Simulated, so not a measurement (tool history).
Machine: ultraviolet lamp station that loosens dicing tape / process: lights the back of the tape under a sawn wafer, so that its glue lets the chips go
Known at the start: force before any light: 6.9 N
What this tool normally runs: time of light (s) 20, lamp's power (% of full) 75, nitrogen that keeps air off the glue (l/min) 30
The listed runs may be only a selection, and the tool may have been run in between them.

run,hour,time of light (s),lamp's power (% of full),nitrogen that keeps air off the glue (l/min),force that peels the tape off (N),light that reached the tape (mJ/cm2)
1,0.0,20,75,30,0.211,396
2,44.2,20,75,30,0.228,395
3,71.0,20,75,30,0.226,392
4,102.0,20,75,30,0.219,388
5,160.8,20,75,30,0.237,379
6,191.1,20,75,30,0.241,380
7,219.5,20,85,30,0.191,428
8,283.4,20,75,29,0.291,360
9,335.6,20,75,29,0.279,356
10,390.0,20,76,30,0.281,359
11,455.0,20,75,30,0.313,346
# hour 459.9: window cleaned of glue's vapour
12,482.6,14,75,32,0.833,223
13,532.4,36,75,32,0.102,555
14,559.8,12,75,30,1.142,188
# hour 580.4: window cleaned of glue's vapour, once more
15,612.1,28,70,14,0.272,494
16,643.4,28,70,14,0.278,484
17,690.4,28,70,14,0.283,476
18,736.7,28,70,14,0.278,471
19,773.8,22,79,30,0.199,410
20,825.4,38,67,30,0.096,590
21,871.4,38,60,43,0.104,517
22,900.7,38,60,43,0.098,505

3 ways to go on from here, each from the tool as it stands after run 22. What would each give?
A,955.1,39,73,21,?,?
B,955.1,38,72,43,?,?
C,955.1,38,83,51,?,?

run,force that peels the tape off (N),light that reached the tape (mJ/cm2)
A,0.109,632
B,0.092,605
C,0.076,704
With the hidden condition removed and each run's random variation left untouched, the same runs would have given:
run,force that peels the tape off (N),light that reached the tape (mJ/cm2)
A,0.083,849
B,0.084,813
C,0.074,946
